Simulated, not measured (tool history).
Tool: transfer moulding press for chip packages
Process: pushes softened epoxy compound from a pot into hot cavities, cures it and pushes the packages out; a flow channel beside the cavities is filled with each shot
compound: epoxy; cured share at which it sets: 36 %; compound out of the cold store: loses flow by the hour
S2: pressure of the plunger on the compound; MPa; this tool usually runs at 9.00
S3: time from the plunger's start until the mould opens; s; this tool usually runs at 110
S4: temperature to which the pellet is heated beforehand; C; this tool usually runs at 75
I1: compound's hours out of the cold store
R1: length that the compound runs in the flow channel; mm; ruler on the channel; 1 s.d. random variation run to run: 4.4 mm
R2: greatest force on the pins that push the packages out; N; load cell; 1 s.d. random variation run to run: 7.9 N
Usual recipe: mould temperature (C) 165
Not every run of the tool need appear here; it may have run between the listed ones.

run 1 hour=0.0 | mould_temperature_(C)=165 S2=9.00 S3=110 S4=75 | I1=46.3 | R1=911 R2=341
-- hour=28.2 plunger's sealing rings changed
-- hour=36.6 mould's thermocouples calibrated
run 2 hour=37.9 | mould_temperature_(C)=165 S2=9.00 S3=110 S4=75 | I1=21.9 | R1=964 R2=348
run 3 hour=54.4 | mould_temperature_(C)=165 S2=9.00 S3=106 S4=75 | I1=19.0 | R1=973 R2=358
run 4 hour=75.6 | mould_temperature_(C)=165 S2=9.00 S3=106 S4=75 | I1=31.3 | R1=940 R2=360
-- hour=100.6 cavities cleaned with cleaning compound and waxed
run 5 hour=102.7 | mould_temperature_(C)=165 S2=9.00 S3=106 S4=75 | I1=35.1 | R1=937 R2=354
run 6 hour=124.4 | mould_temperature_(C)=165 S2=10.05 S3=110 S4=75 | I1=47.7 | R1=964 R2=344
run 7 hour=155.4 | mould_temperature_(C)=165 S2=10.05 S3=110 S4=75 | I1=45.7 | R1=984 R2=354
run 8 hour=172.1 | mould_temperature_(C)=165 S2=10.05 S3=110 S4=75 | I1=13.0 | R1=1041 R2=356
-- hour=196.7 cavities cleaned with cleaning compound and waxed
run 9 hour=196.7 | mould_temperature_(C)=170 S2=10.02 S3=110 S4=75 | I1=44.6 | R1=946 R2=289
run 10 hour=224.3 | mould_temperature_(C)=170 S2=10.02 S3=110 S4=75 | I1=18.2 | R1=1004 R2=303
run 11 hour=248.8 | mould_temperature_(C)=170 S2=10.02 S3=110 S4=75 | I1=43.7 | R1=949 R2=284
run 12 hour=282.2 | mould_temperature_(C)=170 S2=7.80 S3=106 S4=71 | I1=43.9 | R1=835 R2=310

What if the next run were any one of these 4? Each begins from the tool's condition after run 12:
-- hour=293.0 cavities cleaned with cleaning compound and waxed
run A hour=305.4 | mould_temperature_(C)=159 S2=7.80 S3=106 S4=71 | I1=24.7 | R1=? R2=?
-- hour=293.0 cavities cleaned with cleaning compound and waxed
run B hour=305.4 | mould_temperature_(C)=165 S2=9.00 S3=110 S4=68 | I1=15.6 | R1=? R2=?
-- hour=293.0 cavities cleaned with cleaning compound and waxed
run C hour=305.4 | mould_temperature_(C)=163 S2=9.00 S3=110 S4=75 | I1=40.1 | R1=? R2=?
-- hour=293.0 cavities cleaned with cleaning compound and waxed
run D hour=305.4 | mould_temperature_(C)=170 S2=7.80 S3=121 S4=71 | I1=47.6 | R1=? R2=?

run=A R1=927 R2=521
run=B R1=980 R2=343
run=C R1=941 R2=380
run=D R1=822 R2=295
Take away the tool's hidden state, keep each run's random variation, and the runs would have read:
run=A R1=927 R2=518
run=B R1=981 R2=341
run=C R1=942 R2=378
run=D R1=822 R2=293
